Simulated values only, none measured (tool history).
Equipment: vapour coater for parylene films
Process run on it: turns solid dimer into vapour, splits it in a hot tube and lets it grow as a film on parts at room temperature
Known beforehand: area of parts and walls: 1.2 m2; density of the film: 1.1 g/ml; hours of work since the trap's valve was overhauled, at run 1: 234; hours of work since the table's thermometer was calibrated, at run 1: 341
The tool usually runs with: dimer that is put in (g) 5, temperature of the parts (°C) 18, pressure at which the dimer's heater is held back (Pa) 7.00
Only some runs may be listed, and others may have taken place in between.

run,hour,dimer that is put in (g),temperature of the parts (°C),pressure at which the dimer's heater is held back (Pa),hours of work since the trap's valve was overhauled,hours of work since the table's thermometer was calibrated,thickness of the film (µm)
1,0.0,5,18,7.00,234,341,1.61
2,17.0,5,18,7.00,247,354,1.62
3,27.5,5,18,5.01,255,362,1.70
4,49.8,5,18,5.01,272,379,1.68
5,64.0,5,18,5.01,284,391,1.68
6,74.0,5,18,5.01,291,398,1.69
7,88.3,5,18,5.01,303,409,1.67
8,110.8,5,18,7.00,320,427,1.57
9,128.3,5,18,7.00,334,441,1.56
10,147.5,5,18,7.00,349,456,1.54
11,167.5,5,18,3.86,364,471,1.70
12,184.3,5,18,3.86,377,484,1.70
13,201.7,6,19,3.86,391,498,1.97
14,219.5,2,24,5.09,405,512,0.57
15,234.6,2,18,7.00,417,524,0.62
16,257.4,3,18,7.00,434,541,0.89
17,279.9,3,13,7.00,452,559,1.00
18,294.2,3,13,7.00,463,570,1.00
# hour 306.7: trap's valve overhauled
19,314.0,6,18,3.38,6,582,2.31
20,327.1,2,24,4.17,16,593,0.65
21,341.7,5,18,2.32,27,604,2.05

Here are 4 independent what-if runs from the current tool condition. What would each one return?
A,360.6,5,10,7.00,42,619,?
B,360.6,5,28,2.32,42,619,?
C,360.6,3,13,4.81,42,619,?
D,360.6,2,24,11.33,42,619,?

run,thickness of the film (µm)
A,2.05
B,1.63
C,1.22
D,0.55
Stripped of hidden state, with their random variation kept, the same runs would have yielded:
run,thickness of the film (µm)
A,2.11
B,1.67
C,1.25
D,0.56
